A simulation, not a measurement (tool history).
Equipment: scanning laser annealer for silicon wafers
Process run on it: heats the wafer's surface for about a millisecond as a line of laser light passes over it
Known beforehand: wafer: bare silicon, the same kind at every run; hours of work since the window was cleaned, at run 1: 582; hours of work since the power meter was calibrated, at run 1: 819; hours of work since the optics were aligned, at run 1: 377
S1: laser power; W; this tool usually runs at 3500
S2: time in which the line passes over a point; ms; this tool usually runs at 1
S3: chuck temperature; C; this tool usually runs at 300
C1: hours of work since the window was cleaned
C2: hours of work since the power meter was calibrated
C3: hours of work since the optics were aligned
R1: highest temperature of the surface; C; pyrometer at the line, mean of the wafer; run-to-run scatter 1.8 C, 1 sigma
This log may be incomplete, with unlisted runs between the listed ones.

run	hour	S1	S2	S3	C1	C2	C3	R1
1	0	3500	1	300	582	819	377	1008
2	51.9	3005	1	300	606	842	400	909
3	77.9	3500	1	300	617	853	412	1003
4	107.9	3500	1	300	631	867	425	1006
5	149.9	3500	1	300	649	886	444	1004
6	189.9	3500	0.98	300	667	904	462	997
# hour 199.8: window over the wafer cleaned
7	215.2	3500	0.98	300	7	914	472	1024
8	255.1	3500	0.98	300	25	932	490	1023
9	279.9	3500	0.98	300	36	943	501	1023
10	302.5	3500	1	313	46	953	511	1042
11	347.3	3500	1	313	66	973	531	1041
12	369.3	3500	0.95	300	76	983	541	1010
13	421.3	3500	0.95	300	99	1006	564	1010
14	447.9	3500	0.95	300	111	1018	576	1008
15	483.9	3005	0.95	300	127	1034	592	914
16	526.4	3005	0.95	300	146	1053	611	912
17	557.6	3500	1	308	160	1067	625	1034
18	582.1	3500	1.11	300	171	1078	636	1060
19	609.8	3500	1.11	300	183	1090	649	1058
20	635	3500	1.11	300	195	1102	660	1059
21	660.5	3500	1.11	300	206	1113	671	1059
22	684.7	3847	0.76	312	217	1124	682	1006
23	716.1	3847	0.76	312	231	1138	696	1002
24	769.4	3711	0.84	327	255	1162	720	1027
25	811.9	3373	0.79	339	274	1181	739	958
26	864.9	3373	1.04	339	298	1205	763	1047
27	892.8	2977	1.08	308	310	1217	775	945
# hour 929.1: optics aligned, line set to its width
28	932.5	3500	0.77	300	326	1233	2	943
29	958.9	3537	0.95	313	337	1244	13	1033
30	1012.8	3462	1.13	307	361	1268	37	1066
31	1064.7	3697	1.13	321	385	1292	61	1130
32	1113.8	3806	1.13	331	407	1314	83	1162
33	1151.5	3500	0.85	308	424	1331	100	975
34	1186.9	3394	0.71	331	439	1346	115	924

Forecast each of these 5 alternatives for the next run:
A	1228.5	3394	1.15	331	458	1365	134	?
B	1228.5	3500	0.73	300	458	1365	134	?
C	1228.5	3369	0.71	331	458	1365	134	?
D	1228.5	3731	0.77	287	458	1365	134	?
E	1228.5	3394	0.71	293	458	1365	134	?

run	R1
A	1079
B	917
C	917
D	961
E	886
Without the tool's unlogged condition, the same runs would have read:
run	R1
A	1101
B	934
C	934
D	981
E	903
